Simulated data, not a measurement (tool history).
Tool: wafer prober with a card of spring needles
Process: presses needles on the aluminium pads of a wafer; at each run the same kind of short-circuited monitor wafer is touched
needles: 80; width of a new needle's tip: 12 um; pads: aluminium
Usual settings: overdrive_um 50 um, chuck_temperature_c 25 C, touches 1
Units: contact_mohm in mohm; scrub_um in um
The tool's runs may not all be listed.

Run 1, hour 0: usual settings. Result: contact_mohm 375 mohm, scrub_um 11.76 um.
At hour 5.8: tips cleaned on abrasive film.
Run 2, hour 25.4: usual settings but chuck_temperature_c 28 C. Result: contact_mohm 370 mohm, scrub_um 11.71 um.
At hour 32.9: tips cleaned on abrasive film.
Run 3, hour 55.3: usual settings. Result: contact_mohm 375 mohm, scrub_um 11.69 um.
At hour 61.4: tips cleaned on abrasive film.
At hour 87.6: tips cleaned on abrasive film.
Run 4, hour 92.7: usual settings. Result: contact_mohm 331 mohm, scrub_um 11.65 um.
At hour 115: tips cleaned on abrasive film.
Run 5, hour 118.6: usual settings. Result: contact_mohm 325 mohm, scrub_um 11.66 um.
At hour 143.3: tips cleaned on abrasive film.
Run 6, hour 152.3: usual settings. Result: contact_mohm 365 mohm, scrub_um 11.65 um.
At hour 170.2: tips cleaned on abrasive film.
Run 7, hour 170.2: usual settings. Result: contact_mohm 273 mohm, scrub_um 11.65 um.
At hour 173.7: height of the first contact set anew.
Run 8, hour 195.9: usual settings. Result: contact_mohm 378 mohm, scrub_um 11.58 um.
At hour 198.6: tips cleaned on abrasive film.
At hour 224.5: tips cleaned on abrasive film.
Run 9, hour 230.5: usual settings but chuck_temperature_c 40 C, touches 2. Result: contact_mohm 320 mohm, scrub_um 11.53 um.
At hour 252.1: tips cleaned on abrasive film.
Run 10, hour 269.1: usual settings but chuck_temperature_c 48 C, touches 2. Result: contact_mohm 339 mohm, scrub_um 11.53 um.
At hour 281.1: tips cleaned on abrasive film.
Run 11, hour 291.1: usual settings but chuck_temperature_c 48 C, touches 2. Result: contact_mohm 332 mohm, scrub_um 11.53 um.
At hour 307.6: tips cleaned on abrasive film.
Run 12, hour 311.5: usual settings but overdrive_um 56 um, touches 2. Result: contact_mohm 287 mohm, scrub_um 12.92 um.
At hour 313.4: height of the first contact set anew, once more.
At hour 337.4: tips cleaned on abrasive film.
Run 13, hour 339.1: usual settings but overdrive_um 36 um, touches 2. Result: contact_mohm 318 mohm, scrub_um 8.43 um.
At hour 364.1: tips cleaned on abrasive film.
Run 14, hour 372.2: usual settings but overdrive_um 36 um, touches 2. Result: contact_mohm 367 mohm, scrub_um 8.44 um.
At hour 393: tips cleaned on abrasive film.
Run 15, hour 400.5: usual settings but touches 2. Result: contact_mohm 317 mohm, scrub_um 11.72 um.

Hidden state or all else? Some run-to-run changes of contact_mohm, split into what the settings, what came in and random variation would give without the hidden state, and what is left for the hidden state (with any gauge scatter that isn't in both results):
The hidden state here: debris on the tips, nm; way that the needles fall short of the set height, um; tips' diameter, um; drift of the gauge itself on contact_mohm, %; drift of the gauge itself on scrub_um, %.
Run 7 -> 8: height of the first contact set anew. contact_mohm +105 mohm: hidden state +103, all else +2.

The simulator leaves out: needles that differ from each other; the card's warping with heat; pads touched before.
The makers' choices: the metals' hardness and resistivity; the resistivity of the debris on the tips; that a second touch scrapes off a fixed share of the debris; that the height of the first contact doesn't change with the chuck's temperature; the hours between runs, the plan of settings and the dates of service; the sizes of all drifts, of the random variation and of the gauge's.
